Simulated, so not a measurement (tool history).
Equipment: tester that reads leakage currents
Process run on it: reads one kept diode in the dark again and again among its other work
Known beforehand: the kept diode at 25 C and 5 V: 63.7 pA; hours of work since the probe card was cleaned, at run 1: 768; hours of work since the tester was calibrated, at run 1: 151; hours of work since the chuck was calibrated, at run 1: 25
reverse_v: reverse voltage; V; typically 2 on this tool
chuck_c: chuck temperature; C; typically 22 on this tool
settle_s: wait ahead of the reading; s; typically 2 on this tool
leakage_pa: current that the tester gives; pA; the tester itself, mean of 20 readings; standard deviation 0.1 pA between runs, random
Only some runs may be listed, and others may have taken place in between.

run,day,reverse_v,chuck_c,settle_s,hours of work since the probe card was cleaned,hours of work since the tester was calibrated,hours of work since the chuck was calibrated,leakage_pa
1,0,2,22,2,768,151,25,30.98
2,1.317,2,22,2,790,173,47,31.04
3,2.283,2,22,2,807,189,64,31.1
4,3.167,2,22,2,822,204,79,31.14
5,4.946,2,22,2,851,234,108,31.39
6,6.171,2,22,2,872,255,129,31.52
7,7.746,2,22,2,899,281,156,31.4
8,9.304,2,22,2,925,307,182,31.65
9,10.775,2,22,2,949,332,206,31.75
10,11.575,2,22,2,963,345,220,31.74
11,12.9,2,22,2,985,368,242,31.85
12,13.967,2,22,0.77,1003,386,260,32.28
13,15.658,2,22,2,1032,414,289,32.18
14,16.938,7.37,22,2,1053,436,310,68.13
15,17.929,7.37,22,2,1070,452,327,68.88
16,19.483,2,22,3.2,1096,478,353,32.34
17,20.75,2,22,3.2,1117,500,374,32.49
18,21.921,2,22,0.51,1137,519,394,32.94
19,23.208,2,22,0.51,1158,541,415,33.18
20,25.1,2,22,2,1190,573,447,32.74
21,26.442,4.63,26,5.57,1213,595,470,75.15
22,27.371,4.12,22,1.75,1228,611,485,50.02
23,29.188,4.12,22,3.34,1259,641,516,49.92
24,30.667,6.27,57,2,1284,666,541,1156.52
25,32.092,6.27,57,2,1308,690,565,1155.89
26,33.346,6.27,57,2,1329,711,586,1157.36
27,34.188,6.27,57,0.49,1343,726,600,1163.14
28,35.308,1.62,37,6.89,1362,744,619,110.76
29,36.983,11.12,40,4.35,1390,772,647,410.05
30,38.817,11.12,40,4.35,1421,803,678,410.84
31,40.579,7.74,22,2,1450,833,707,75.51
32,41.917,1.26,25,4.31,1473,855,730,34.12
33,43.708,1.19,28,1.05,1503,886,760,43.32

Forecast run 34:
34,45.567,11.97,28,0.71,1534,917,791,?

{"run 34": {"leakage_pa": 163.52}}
The same run, on a tool lacking any hidden state, would have yielded leakage_pa 137.05 pA.
